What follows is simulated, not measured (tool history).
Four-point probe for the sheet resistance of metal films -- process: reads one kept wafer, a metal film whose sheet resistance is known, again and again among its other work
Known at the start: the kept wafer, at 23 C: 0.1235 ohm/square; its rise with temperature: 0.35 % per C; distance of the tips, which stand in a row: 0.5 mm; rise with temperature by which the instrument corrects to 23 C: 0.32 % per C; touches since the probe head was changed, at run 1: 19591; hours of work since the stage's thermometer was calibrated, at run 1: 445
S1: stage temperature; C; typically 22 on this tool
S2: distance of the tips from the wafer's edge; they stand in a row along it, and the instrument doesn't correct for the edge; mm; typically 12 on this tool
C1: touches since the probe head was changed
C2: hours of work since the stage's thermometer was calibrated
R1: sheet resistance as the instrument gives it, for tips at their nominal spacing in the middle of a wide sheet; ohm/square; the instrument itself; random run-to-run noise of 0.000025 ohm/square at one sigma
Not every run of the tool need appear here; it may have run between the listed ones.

run,hour,S1,S2,C1,C2,R1
1,0.0,22,12,19591,445,0.123414
2,38.2,25,12,20806,476,0.123530
3,76.1,22,29,22013,506,0.123305
4,120.8,22,31,23434,542,0.123276
5,159.5,22,12,24666,573,0.123335
6,210.6,22,13,26294,614,0.123306
7,255.4,22,13,27717,649,0.123327
8,299.3,22,13,29117,684,0.123251
9,335.9,22,13,30279,714,0.123317
10,398.4,22,9,32269,764,0.123343
11,441.0,22,9,33625,798,0.123402
12,479.6,22,9,34853,829,0.123346
13,519.3,22,12,36115,860,0.123277
14,568.0,22,12,37666,899,0.123263
15,602.6,22,12,38767,927,0.123225
16,643.1,22,12,40056,959,0.123218
17,704.6,22,12,42012,1008,0.123195
18,750.0,22,12,43457,1045,0.123146
19,812.9,22,12,45460,1095,0.123154
20,853.4,22,12,46749,1127,0.123124
21,880.3,22,12,47604,1149,0.123156
22,928.1,24,12,49125,1187,0.123168
23,980.8,22,25,50804,1229,0.122974
24,1030.0,22,25,52367,1269,0.123013
25,1066.8,22,25,53540,1298,0.122977
26,1113.3,32,6,55020,1335,0.123688
27,1162.7,32,7,56592,1375,0.123591
28,1215.1,31,68,58259,1417,0.123220
# hour 1221.2: stage's thermometer calibrated
29,1272.3,31,65,60063,41,0.123148
30,1323.4,20,4,61690,82,0.123821
31,1372.2,31,5,63243,121,0.123853
# hour 1378.6: stage's thermometer calibrated, once more
32,1419.1,19,10,64718,32,0.123061
33,1445.5,19,6,65560,54,0.123337
34,1485.6,26,14,66835,86,0.123151
35,1528.4,26,14,68197,120,0.123154
36,1579.2,35,20,69814,160,0.123355
37,1638.2,35,20,71690,208,0.123342
38,1685.1,19,52,73182,245,0.122793
39,1737.9,19,52,74864,287,0.122822
40,1777.0,19,52,76108,319,0.122757
41,1806.9,18,5,77059,342,0.123374
42,1858.6,26,37,78706,384,0.122993
43,1917.9,26,7,80591,431,0.123329
44,1962.6,26,7,82014,467,0.123310
45,2000.1,25,11,83208,497,0.123010

Had the tool no unlogged condition, and each run kept its random variation, what would the results have been?
What the log doesn't record here: inner tips' distance over the nominal, %; tips' flats over new ones', %; wafer's true temperature over the reading, C; drift of the gauge itself on sheet_ohm, %.
run,R1
1,0.123601
2,0.123727
3,0.123514
4,0.123498
5,0.123569
6,0.123554
7,0.123589
8,0.123524
9,0.123601
10,0.123645
11,0.123717
12,0.123673
13,0.123615
14,0.123616
15,0.123588
16,0.123593
17,0.123588
18,0.123553
19,0.123579
20,0.123561
21,0.123601
22,0.123626
23,0.123447
24,0.123502
25,0.123476
26,0.124201
27,0.124117
28,0.123760
29,0.123724
30,0.124419
31,0.124461
32,0.123559
33,0.123844
34,0.123670
35,0.123685
36,0.123902
37,0.123905
38,0.123368
39,0.123412
40,0.123358
41,0.123986
42,0.123619
43,0.123974
44,0.123967
45,0.123677
